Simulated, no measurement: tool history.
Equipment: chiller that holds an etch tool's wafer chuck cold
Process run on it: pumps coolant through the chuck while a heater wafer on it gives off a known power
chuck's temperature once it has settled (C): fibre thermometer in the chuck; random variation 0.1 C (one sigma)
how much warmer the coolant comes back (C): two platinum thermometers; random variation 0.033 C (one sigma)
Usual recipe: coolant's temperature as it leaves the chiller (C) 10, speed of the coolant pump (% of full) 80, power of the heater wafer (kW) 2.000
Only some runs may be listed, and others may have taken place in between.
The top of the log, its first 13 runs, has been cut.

run,hour,coolant's temperature as it leaves the chiller (C),speed of the coolant pump (% of full),power of the heater wafer (kW),chuck's temperature once it has settled (C),how much warmer the coolant comes back (C)
14,268.4,18,80,2.000,38.8,4.84
15,289.5,18,80,2.000,38.9,4.89
16,306.8,18,80,2.000,38.9,4.87
17,334.0,10,96,2.000,28.1,4.14
18,355.0,5,94,2.148,24.5,4.50
19,368.7,5,94,2.148,24.6,4.48
20,382.4,5,94,2.148,24.6,4.47
21,408.7,12,80,1.227,25.0,2.94
22,422.4,18,80,1.227,30.8,2.95
23,444.3,10,80,1.491,25.8,3.62
24,467.1,8,71,1.491,25.3,4.09
25,497.8,8,71,1.491,25.5,4.09
26,520.7,6,80,1.546,22.3,3.75
27,536.7,6,80,1.546,22.2,3.78
28,550.4,10,92,2.000,28.7,4.29
29,569.2,14,67,1.718,35.1,4.98
30,597.7,14,67,1.718,35.2,4.99
31,611.1,14,67,1.718,35.1,4.98

Consider 3 possible next runs. They are alternatives, not a sequence: every one starts from the tool as it was left by run 31. What does each give?
A,632.4,12,96,2.219,?,?
B,632.4,10,80,1.556,?,?
C,632.4,5,80,1.673,?,?

run,chuck's temperature once it has settled (C),how much warmer the coolant comes back (C)
A,32.1,4.58
B,26.5,3.79
C,22.8,4.08
Stripped of hidden state, with their random variation kept, the same runs would have yielded:
run,chuck's temperature once it has settled (C),how much warmer the coolant comes back (C)
A,30.6,4.43
B,25.3,3.67
C,21.5,3.94

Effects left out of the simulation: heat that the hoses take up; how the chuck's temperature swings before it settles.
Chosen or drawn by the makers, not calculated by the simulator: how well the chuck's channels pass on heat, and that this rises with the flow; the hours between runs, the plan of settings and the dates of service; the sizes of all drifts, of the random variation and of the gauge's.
